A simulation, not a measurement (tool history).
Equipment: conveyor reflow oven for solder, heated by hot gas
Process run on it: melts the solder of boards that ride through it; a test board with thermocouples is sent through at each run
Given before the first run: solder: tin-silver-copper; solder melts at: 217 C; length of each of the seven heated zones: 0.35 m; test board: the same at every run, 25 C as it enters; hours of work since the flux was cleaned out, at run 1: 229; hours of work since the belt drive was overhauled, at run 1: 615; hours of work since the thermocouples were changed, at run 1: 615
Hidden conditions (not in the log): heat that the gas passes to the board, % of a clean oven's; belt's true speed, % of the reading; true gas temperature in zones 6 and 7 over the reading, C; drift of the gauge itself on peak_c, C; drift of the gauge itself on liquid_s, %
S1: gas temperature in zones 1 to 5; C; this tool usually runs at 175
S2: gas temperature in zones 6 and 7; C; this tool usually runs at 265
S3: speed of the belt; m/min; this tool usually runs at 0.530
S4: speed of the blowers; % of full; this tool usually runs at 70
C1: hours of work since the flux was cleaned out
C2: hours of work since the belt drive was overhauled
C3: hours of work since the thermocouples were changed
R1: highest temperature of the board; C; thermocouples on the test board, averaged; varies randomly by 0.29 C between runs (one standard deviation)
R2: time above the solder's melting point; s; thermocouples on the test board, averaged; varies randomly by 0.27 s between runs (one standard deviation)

{"run": 1, "hour": 0.0, "S1": 175, "S2": 265, "S3": 0.53, "S4": 70, "C1": 229, "C2": 615, "C3": 615, "R1": 253.1, "R2": 62.4}
{"run": 2, "hour": 53.8, "S1": 175, "S2": 265, "S3": 0.53, "S4": 70, "C1": 266, "C2": 652, "C3": 652, "R1": 252.6, "R2": 61.3}
{"hour": 64.8, "done": "flux residue cleaned out of gas plates and filters"}
{"run": 3, "hour": 117.3, "S1": 175, "S2": 265, "S3": 0.53, "S4": 70, "C1": 36, "C2": 692, "C3": 692, "R1": 253.7, "R2": 63.0}
{"run": 4, "hour": 172.4, "S1": 175, "S2": 270, "S3": 0.53, "S4": 70, "C1": 75, "C2": 731, "C3": 731, "R1": 258.3, "R2": 65.9}
{"run": 5, "hour": 206.0, "S1": 175, "S2": 270, "S3": 0.439, "S4": 70, "C1": 98, "C2": 754, "C3": 754, "R1": 262.3, "R2": 83.8}
{"run": 6, "hour": 236.7, "S1": 175, "S2": 270, "S3": 0.439, "S4": 70, "C1": 119, "C2": 775, "C3": 775, "R1": 262.1, "R2": 83.0}
{"hour": 286.5, "done": "belt drive overhauled, speed set with a stopwatch"}
{"run": 7, "hour": 300.1, "S1": 175, "S2": 265, "S3": 0.53, "S4": 70, "C1": 160, "C2": 9, "C3": 816, "R1": 253.4, "R2": 61.4}
{"hour": 361.3, "done": "thermocouples of zones 6 and 7 changed"}
{"run": 8, "hour": 365.9, "S1": 175, "S2": 265, "S3": 0.53, "S4": 70, "C1": 205, "C2": 54, "C3": 3, "R1": 253.4, "R2": 62.1}
{"run": 9, "hour": 399.7, "S1": 175, "S2": 274, "S3": 0.53, "S4": 70, "C1": 228, "C2": 77, "C3": 27, "R1": 261.9, "R2": 67.3}
{"run": 10, "hour": 458.6, "S1": 175, "S2": 274, "S3": 0.53, "S4": 70, "C1": 269, "C2": 118, "C3": 67, "R1": 261.4, "R2": 66.0}
{"hour": 468.6, "done": "flux residue cleaned out of gas plates and filters"}
{"run": 11, "hour": 507.6, "S1": 175, "S2": 265, "S3": 0.53, "S4": 54, "C1": 27, "C2": 148, "C3": 98, "R1": 249.5, "R2": 57.9}
{"run": 12, "hour": 562.5, "S1": 175, "S2": 276, "S3": 0.53, "S4": 54, "C1": 65, "C2": 186, "C3": 136, "R1": 259.2, "R2": 64.9}
{"run": 13, "hour": 592.4, "S1": 175, "S2": 276, "S3": 0.53, "S4": 54, "C1": 86, "C2": 207, "C3": 157, "R1": 259.2, "R2": 64.4}
{"run": 14, "hour": 638.6, "S1": 175, "S2": 265, "S3": 0.53, "S4": 70, "C1": 118, "C2": 239, "C3": 189, "R1": 254.4, "R2": 62.3}
{"run": 15, "hour": 698.7, "S1": 175, "S2": 265, "S3": 0.583, "S4": 70, "C1": 159, "C2": 281, "C3": 230, "R1": 251.0, "R2": 54.2}
{"run": 16, "hour": 738.5, "S1": 165, "S2": 263, "S3": 0.53, "S4": 70, "C1": 187, "C2": 308, "C3": 258, "R1": 250.4, "R2": 56.9}
{"run": 17, "hour": 775.6, "S1": 165, "S2": 263, "S3": 0.53, "S4": 70, "C1": 213, "C2": 334, "C3": 284, "R1": 250.3, "R2": 56.0}
{"run": 18, "hour": 833.1, "S1": 165, "S2": 263, "S3": 0.53, "S4": 70, "C1": 253, "C2": 374, "C3": 324, "R1": 250.1, "R2": 56.3}
{"hour": 866.7, "done": "flux residue cleaned out of gas plates and filters"}
{"run": 19, "hour": 873.1, "S1": 165, "S2": 263, "S3": 0.53, "S4": 70, "C1": 4, "C2": 398, "C3": 348, "R1": 250.9, "R2": 57.3}
{"run": 20, "hour": 925.3, "S1": 174, "S2": 265, "S3": 0.53, "S4": 53, "C1": 41, "C2": 434, "C3": 384, "R1": 249.6, "R2": 57.3}
{"run": 21, "hour": 976.5, "S1": 162, "S2": 264, "S3": 0.618, "S4": 58, "C1": 76, "C2": 470, "C3": 419, "R1": 242.2, "R2": 39.1}
{"run": 22, "hour": 1026.8, "S1": 162, "S2": 264, "S3": 0.618, "S4": 58, "C1": 111, "C2": 505, "C3": 454, "R1": 242.3, "R2": 39.0}
{"run": 23, "hour": 1068.2, "S1": 189, "S2": 270, "S3": 0.565, "S4": 89, "C1": 140, "C2": 533, "C3": 483, "R1": 261.7, "R2": 68.4}
{"run": 24, "hour": 1112.5, "S1": 176, "S2": 270, "S3": 0.473, "S4": 89, "C1": 170, "C2": 564, "C3": 514, "R1": 263.9, "R2": 78.3}
{"run": 25, "hour": 1164.2, "S1": 176, "S2": 270, "S3": 0.473, "S4": 89, "C1": 206, "C2": 600, "C3": 550, "R1": 263.6, "R2": 78.8}
{"run": 26, "hour": 1215.4, "S1": 176, "S2": 270, "S3": 0.473, "S4": 89, "C1": 242, "C2": 636, "C3": 585, "R1": 263.9, "R2": 79.2}
{"hour": 1263.2, "done": "flux residue cleaned out of gas plates and filters"}
{"run": 27, "hour": 1291.0, "S1": 176, "S2": 270, "S3": 0.473, "S4": 89, "C1": 19, "C2": 684, "C3": 634, "R1": 264.1, "R2": 80.0}
{"run": 28, "hour": 1353.7, "S1": 176, "S2": 270, "S3": 0.473, "S4": 89, "C1": 63, "C2": 728, "C3": 677, "R1": 264.2, "R2": 79.4}
{"run": 29, "hour": 1394.9, "S1": 176, "S2": 270, "S3": 0.473, "S4": 89, "C1": 91, "C2": 756, "C3": 706, "R1": 264.3, "R2": 79.8}

Alternative continuations, all from the tool just after run 29; predict every row:
{"run": "A", "hour": 1438.9, "S1": 186, "S2": 257, "S3": 0.634, "S4": 70, "C1": 122, "C2": 787, "C3": 736, "R1": "?", "R2": "?"}
{"run": "B", "hour": 1438.9, "S1": 163, "S2": 260, "S3": 0.572, "S4": 89, "C1": 122, "C2": 787, "C3": 736, "R1": "?", "R2": "?"}
{"run": "C", "hour": 1438.9, "S1": 175, "S2": 265, "S3": 0.452, "S4": 66, "C1": 122, "C2": 787, "C3": 736, "R1": "?", "R2": "?"}
{"run": "D", "hour": 1438.9, "S1": 169, "S2": 259, "S3": 0.473, "S4": 89, "C1": 122, "C2": 787, "C3": 736, "R1": "?", "R2": "?"}

run=A R1=243.6 R2=49.2
run=B R1=249.2 R2=53.0
run=C R1=256.6 R2=77.7
run=D R1=252.7 R2=71.5
With no hidden state in the tool, these same runs would have given:
run=A R1=243.9 R2=48.5
run=B R1=249.7 R2=52.4
run=C R1=256.9 R2=76.3
run=D R1=253.1 R2=70.4
